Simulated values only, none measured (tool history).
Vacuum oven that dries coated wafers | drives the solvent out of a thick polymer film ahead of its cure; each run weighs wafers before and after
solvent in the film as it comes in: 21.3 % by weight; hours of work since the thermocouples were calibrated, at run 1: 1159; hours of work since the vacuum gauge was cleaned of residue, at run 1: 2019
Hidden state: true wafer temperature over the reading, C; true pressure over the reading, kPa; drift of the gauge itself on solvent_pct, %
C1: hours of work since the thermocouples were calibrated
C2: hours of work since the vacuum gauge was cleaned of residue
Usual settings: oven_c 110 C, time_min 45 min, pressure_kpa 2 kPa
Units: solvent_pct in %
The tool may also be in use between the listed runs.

Run 1, day 0: usual settings; C1 1159; C2 2019. Result: solvent_pct 4.27 %.
Run 2, day 3.938: usual settings; C1 1210; C2 2070. Result: solvent_pct 4.35 %.
Run 3, day 8.6: usual settings but oven_c 108 C; C1 1271; C2 2131. Result: solvent_pct 4.88 %.
Run 4, day 11.562: usual settings but oven_c 108 C; C1 1309; C2 2169. Result: solvent_pct 4.9 %.
Run 5, day 14.175: usual settings; C1 1343; C2 2203. Result: solvent_pct 4.24 %.
Run 6, day 18.388: usual settings; C1 1398; C2 2258. Result: solvent_pct 4.43 %.
Run 7, day 20.5: usual settings but time_min 37 min; C1 1425; C2 2285. Result: solvent_pct 5.39 %.
Run 8, day 23.004: usual settings but time_min 68 min; C1 1458; C2 2318. Result: solvent_pct 2.64 %.
Run 9, day 27.421: usual settings but oven_c 122 C, time_min 68 min; C1 1515; C2 2375. Result: solvent_pct 1.08 %.
Run 10, day 31.996: usual settings but oven_c 122 C, time_min 68 min, pressure_kpa 4.47 kPa; C1 1575; C2 2434. Result: solvent_pct 1.97 %.
Run 11, day 34.208: usual settings but oven_c 122 C, time_min 68 min, pressure_kpa 4.47 kPa; C1 1603; C2 2463. Result: solvent_pct 1.98 %.
Run 12, day 38.8: usual settings but oven_c 117 C, time_min 68 min, pressure_kpa 3.08 kPa; C1 1663; C2 2523. Result: solvent_pct 2.07 %.
At day 40.033: vacuum gauge cleaned of residue and calibrated.
At day 42.121: oven's thermocouples calibrated.
Run 13, day 43.308: usual settings but oven_c 101 C, time_min 65 min, pressure_kpa 1.12 kPa; C1 15; C2 41. Result: solvent_pct 3.89 %.
Run 14, day 46.621: usual settings but oven_c 101 C, time_min 65 min, pressure_kpa 1.12 kPa; C1 58; C2 84. Result: solvent_pct 3.97 %.
Run 15, day 51.046: usual settings but oven_c 112 C, time_min 43 min, pressure_kpa 3.59 kPa; C1 116; C2 142. Result: solvent_pct 4.22 %.
Run 16, day 53.525: usual settings but oven_c 116 C, time_min 43 min, pressure_kpa 3.59 kPa; C1 148; C2 174. Result: solvent_pct 3.35 %.
Run 17, day 56.138: usual settings but oven_c 116 C, time_min 43 min, pressure_kpa 3.59 kPa; C1 182; C2 208. Result: solvent_pct 3.41 %.
Run 18, day 60.304: usual settings but oven_c 116 C, time_min 43 min, pressure_kpa 3.59 kPa; C1 236; C2 262. Result: solvent_pct 3.41 %.
Run 19, day 64.579: usual settings but oven_c 118 C, time_min 57 min, pressure_kpa 1.01 kPa; C1 292; C2 318. Result: solvent_pct 1.19 %.
Run 20, day 68.688: usual settings but oven_c 118 C, time_min 39 min, pressure_kpa 1.01 kPa; C1 345; C2 371. Result: solvent_pct 2.65 %.
Run 21, day 73.142: usual settings but oven_c 118 C, time_min 73 min, pressure_kpa 1.47 kPa; C1 403; C2 429. Result: solvent_pct 0.93 %.

4 ways to go on from here, each from the tool as it stands after run 21. What would each give?
Run A, day 77.092: usual settings but oven_c 118 C, time_min 24 min, pressure_kpa 1.47 kPa; C1 454; C2 480. Result: solvent_pct ?.
Run B, day 77.092: usual settings but oven_c 111 C, time_min 73 min, pressure_kpa 2.22 kPa; C1 454; C2 480. Result: solvent_pct ?.
Run C, day 77.092: usual settings but oven_c 113 C, time_min 34 min, pressure_kpa 1.3 kPa; C1 454; C2 480. Result: solvent_pct ?.
Run D, day 77.092: usual settings but oven_c 118 C, time_min 23 min, pressure_kpa 1.47 kPa; C1 454; C2 480. Result: solvent_pct ?.

run  solvent_pct
  A         5.28
  B         2.06
  C         4.61
  D         5.63
Without the tool's hidden state the same runs would have given:
run  solvent_pct
  A          5.1
  B         1.93
  C         4.43
  D         5.45
